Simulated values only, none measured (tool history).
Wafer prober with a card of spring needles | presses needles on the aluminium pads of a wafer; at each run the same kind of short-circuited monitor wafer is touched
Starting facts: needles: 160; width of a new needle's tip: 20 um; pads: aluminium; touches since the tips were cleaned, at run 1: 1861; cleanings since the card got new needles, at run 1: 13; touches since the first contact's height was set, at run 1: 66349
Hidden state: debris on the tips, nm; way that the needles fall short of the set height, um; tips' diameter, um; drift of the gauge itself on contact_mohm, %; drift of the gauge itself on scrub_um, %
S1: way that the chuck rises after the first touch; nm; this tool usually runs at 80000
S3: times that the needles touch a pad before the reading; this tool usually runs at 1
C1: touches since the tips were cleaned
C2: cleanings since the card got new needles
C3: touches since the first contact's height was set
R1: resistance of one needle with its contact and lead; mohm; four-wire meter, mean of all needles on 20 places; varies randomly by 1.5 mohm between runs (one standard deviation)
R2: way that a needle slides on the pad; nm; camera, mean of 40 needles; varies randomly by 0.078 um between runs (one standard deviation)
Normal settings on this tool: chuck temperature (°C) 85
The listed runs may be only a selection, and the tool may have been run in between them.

run 1 day=0 | S1=80000 chuck_temperature_(°C)=85 S3=1 | C1=1861 C2=13 C3=66349 | R1=136 R2=14140
-- day=0.238 tips cleaned on abrasive film
-- day=0.662 tips cleaned on abrasive film
run 2 day=0.971 | S1=80000 chuck_temperature_(°C)=85 S3=1 | C1=3889 C2=15 C3=78572 | R1=140 R2=14180
-- day=1.058 tips cleaned on abrasive film
-- day=1.467 tips cleaned on abrasive film
-- day=1.883 tips cleaned on abrasive film
-- day=2.292 tips cleaned on abrasive film
run 3 day=2.4 | S1=90000 chuck_temperature_(°C)=85 S3=1 | C1=1357 C2=19 C3=96516 | R1=139 R2=15910
-- day=2.658 tips cleaned on abrasive film
-- day=3.092 tips cleaned on abrasive film
run 4 day=3.204 | S1=65000 chuck_temperature_(°C)=85 S3=1 | C1=1450 C2=21 C3=106637 | R1=139 R2=11450
-- day=3.446 tips cleaned on abrasive film
-- day=3.862 tips cleaned on abrasive film
run 5 day=4.192 | S1=80000 chuck_temperature_(°C)=52 S3=1 | C1=4179 C2=23 C3=119056 | R1=135 R2=14090
-- day=4.279 tips cleaned on abrasive film
-- day=4.675 tips cleaned on abrasive film
-- day=5.071 tips cleaned on abrasive film
run 6 day=5.121 | S1=80000 chuck_temperature_(°C)=52 S3=1 | C1=629 C2=26 C3=130699 | R1=133 R2=14160
-- day=5.462 tips cleaned on abrasive film
-- day=5.875 tips cleaned on abrasive film
run 7 day=6.071 | S1=98000 chuck_temperature_(°C)=85 S3=1 | C1=2481 C2=28 C3=142664 | R1=136 R2=17360
-- day=6.246 tips cleaned on abrasive film
-- day=6.592 tips cleaned on abrasive film
-- day=7.021 tips cleaned on abrasive film
run 8 day=7.038 | S1=98000 chuck_temperature_(°C)=85 S3=1 | C1=194 C2=31 C3=154768 | R1=135 R2=17140
-- day=7.383 tips cleaned on abrasive film
run 9 day=7.696 | S1=98000 chuck_temperature_(°C)=85 S3=1 | C1=3956 C2=32 C3=163069 | R1=137 R2=17540
-- day=7.771 tips cleaned on abrasive film
-- day=8.179 tips cleaned on abrasive film
-- day=8.525 tips cleaned on abrasive film
run 10 day=8.808 | S1=80000 chuck_temperature_(°C)=85 S3=2 | C1=3583 C2=35 C3=177048 | R1=138 R2=14160
-- day=8.896 tips cleaned on abrasive film
-- day=9.308 tips cleaned on abrasive film
-- day=9.738 tips cleaned on abrasive film
run 11 day=9.758 | S1=80000 chuck_temperature_(°C)=85 S3=2 | C1=237 C2=38 C3=188947 | R1=138 R2=14150
-- day=10.092 tips cleaned on abrasive film
run 12 day=10.4 | S1=80000 chuck_temperature_(°C)=85 S3=2 | C1=3919 C2=39 C3=197079 | R1=139 R2=14240
-- day=10.488 tips cleaned on abrasive film
-- day=10.883 tips cleaned on abrasive film
run 13 day=11.062 | S1=61000 chuck_temperature_(°C)=84 S3=3 | C1=2234 C2=41 C3=205346 | R1=142 R2=10720
-- day=11.233 tips cleaned on abrasive film
-- day=11.633 tips cleaned on abrasive film
-- day=11.979 tips cleaned on abrasive film
-- day=12.388 tips cleaned on abrasive film
run 14 day=12.388 | S1=61000 chuck_temperature_(°C)=84 S3=3 | C1=0 C2=45 C3=221992 | R1=143 R2=10990
-- day=12.483 height of the first contact set anew
-- day=12.829 tips cleaned on abrasive film
-- day=13.258 tips cleaned on abrasive film
run 15 day=13.546 | S1=73000 chuck_temperature_(°C)=106 S3=2 | C1=3628 C2=47 C3=13391 | R1=144 R2=13110
-- day=13.633 tips cleaned on abrasive film
-- day=14.067 tips cleaned on abrasive film
run 16 day=14.338 | S1=89000 chuck_temperature_(°C)=82 S3=2 | C1=3450 C2=49 C3=23359 | R1=139 R2=15950
-- day=14.425 tips cleaned on abrasive film
-- day=14.85 tips cleaned on abrasive film
-- day=15.262 tips cleaned on abrasive film
-- day=15.688 tips cleaned on abrasive film
run 17 day=15.721 | S1=76000 chuck_temperature_(°C)=95 S3=2 | C1=444 C2=53 C3=40742 | R1=141 R2=13660
-- day=16.058 tips cleaned on abrasive film
-- day=16.467 tips cleaned on abrasive film
-- day=16.879 tips cleaned on abrasive film
run 18 day=17.096 | S1=76000 chuck_temperature_(°C)=95 S3=2 | C1=2763 C2=56 C3=58015 | R1=139 R2=13610
-- day=17.271 tips cleaned on abrasive film
-- day=17.675 tips cleaned on abrasive film
-- day=18.108 tips cleaned on abrasive film
-- day=18.492 tips cleaned on abrasive film
run 19 day=18.492 | S1=80000 chuck_temperature_(°C)=117 S3=1 | C1=0 C2=60 C3=75541 | R1=144 R2=14250
-- day=18.9 tips cleaned on abrasive film
-- day=19.312 tips cleaned on abrasive film
-- day=19.738 tips cleaned on abrasive film
run 20 day=19.742 | S1=91000 chuck_temperature_(°C)=37 S3=2 | C1=61 C2=63 C3=91274 | R1=128 R2=16410
-- day=20.092 tips cleaned on abrasive film
-- day=20.508 tips cleaned on abrasive film
run 21 day=20.646 | S1=91000 chuck_temperature_(°C)=73 S3=3 | C1=1722 C2=65 C3=102634 | R1=135 R2=16420
-- day=20.908 tips cleaned on abrasive film
-- day=21.317 tips cleaned on abrasive film
run 22 day=21.512 | S1=91000 chuck_temperature_(°C)=73 S3=3 | C1=2462 C2=67 C3=113524 | R1=138 R2=16290

5 options for the next run, each taken on its own from the tool as it stands now. Forecast them:
-- day=21.688 tips cleaned on abrasive film
-- day=22.1 tips cleaned on abrasive film
run A day=22.279 | S1=82000 chuck_temperature_(°C)=93 S3=3 | C1=2266 C2=69 C3=123150 | R1=? R2=?
-- day=21.688 tips cleaned on abrasive film
-- day=22.1 tips cleaned on abrasive film
run B day=22.279 | S1=80000 chuck_temperature_(°C)=73 S3=1 | C1=2266 C2=69 C3=123150 | R1=? R2=?
-- day=21.688 tips cleaned on abrasive film
-- day=22.1 tips cleaned on abrasive film
run C day=22.279 | S1=80000 chuck_temperature_(°C)=85 S3=2 | C1=2266 C2=69 C3=123150 | R1=? R2=?
-- day=21.688 tips cleaned on abrasive film
-- day=22.1 tips cleaned on abrasive film
run D day=22.279 | S1=91000 chuck_temperature_(°C)=73 S3=2 | C1=2266 C2=69 C3=123150 | R1=? R2=?
-- day=21.688 tips cleaned on abrasive film
-- day=22.1 tips cleaned on abrasive film
run E day=22.279 | S1=93000 chuck_temperature_(°C)=37 S3=2 | C1=2266 C2=69 C3=123150 | R1=? R2=?

run=A R1=140 R2=14650
run=B R1=139 R2=14490
run=C R1=137 R2=14480
run=D R1=136 R2=16270
run=E R1=130 R2=16820
Take away the tool's hidden state, keep each run's random variation, and the runs would have read:
run=A R1=140 R2=14360
run=B R1=138 R2=14220
run=C R1=137 R2=14200
run=D R1=136 R2=15960
run=E R1=130 R2=16490
